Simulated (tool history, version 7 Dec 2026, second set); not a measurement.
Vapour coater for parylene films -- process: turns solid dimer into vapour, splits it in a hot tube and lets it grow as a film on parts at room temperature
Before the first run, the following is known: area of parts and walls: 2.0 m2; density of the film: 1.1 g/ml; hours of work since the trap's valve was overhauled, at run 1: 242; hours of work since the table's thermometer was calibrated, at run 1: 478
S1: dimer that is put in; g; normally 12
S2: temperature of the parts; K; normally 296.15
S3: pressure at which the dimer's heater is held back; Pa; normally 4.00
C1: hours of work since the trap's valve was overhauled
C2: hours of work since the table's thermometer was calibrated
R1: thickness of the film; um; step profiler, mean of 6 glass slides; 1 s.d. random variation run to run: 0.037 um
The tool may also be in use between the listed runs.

run    hour  S1      S2    S3   C1    C2    R1
  1     0.0  12  296.15  4.00  242   478  3.97
  2    46.3  12  296.15  4.00  282   518  3.95
  3    66.8  12  296.15  4.00  300   536  3.95
  4   113.3  12  291.15  4.00  340   576  4.59
  5   140.6  12  291.15  4.00  364   600  4.63
  6   164.9  12  291.15  4.00  385   621  4.58
  7   208.6  12  296.15  4.00  423   659  3.90
  8   237.5  12  296.15  4.00  448   684  3.84
  9   269.2  12  296.15  4.00  475   712  4.00
 10   312.3  12  296.15  4.00  512   749  3.96
 11   344.9  12  296.15  4.00  541   777  3.93
 12   374.6  12  296.15  4.00  567   803  3.88
 13   409.4  12  296.15  4.00  597   833  3.91
 14   437.3  12  296.15  4.00  621   857  3.88
 15   475.1  10  296.15  4.00  654   890  3.23
      481.4  -- trap's valve overhauled
 16   514.1  10  296.15  2.11   28   920  3.86
 17   544.5  12  296.15  4.00   55   947  3.98
 18   591.8  12  289.15  4.00   96   988  4.96
 19   633.3  12  289.15  4.00  132  1024  4.92
 20   675.5  12  289.15  4.00  168  1060  4.86
 21   720.8  11  296.15  7.22  207  1099  3.13
 22   761.8  12  296.15  7.82  243  1135  3.35
 23   795.8  12  296.15  9.43  272  1164  3.21
 24   830.8  14  291.15  4.12  303  1195  5.45
 25   872.5  14  292.15  8.91  339  1231  4.30
 26   908.0  12  288.15  2.68  370  1262  5.27
 27   945.5  12  305.15  5.90  402  1294  2.66
 28   990.8   8  289.15  9.37  441  1333  2.69
 29  1022.9   8  289.15  9.37  469  1361  2.70
 30  1060.1   8  289.15  9.37  501  1393  2.64
 31  1085.9   5  289.15  4.69  524  1416  1.97
 32  1130.6   5  294.15  4.69  562  1454  1.69
 33  1164.3   5  294.15  4.69  592  1484  1.68
 34  1184.1   5  294.15  4.69  609  1501  1.68

Across each entry between runs, compare the hidden state at the last listed run before it with the hidden state at the first listed run after it:
Logged between run 15 and run 16: trap's valve overhauled (hour 481.4)
  vapour lost through the trap's worn valve, %: 0.5 -> 0

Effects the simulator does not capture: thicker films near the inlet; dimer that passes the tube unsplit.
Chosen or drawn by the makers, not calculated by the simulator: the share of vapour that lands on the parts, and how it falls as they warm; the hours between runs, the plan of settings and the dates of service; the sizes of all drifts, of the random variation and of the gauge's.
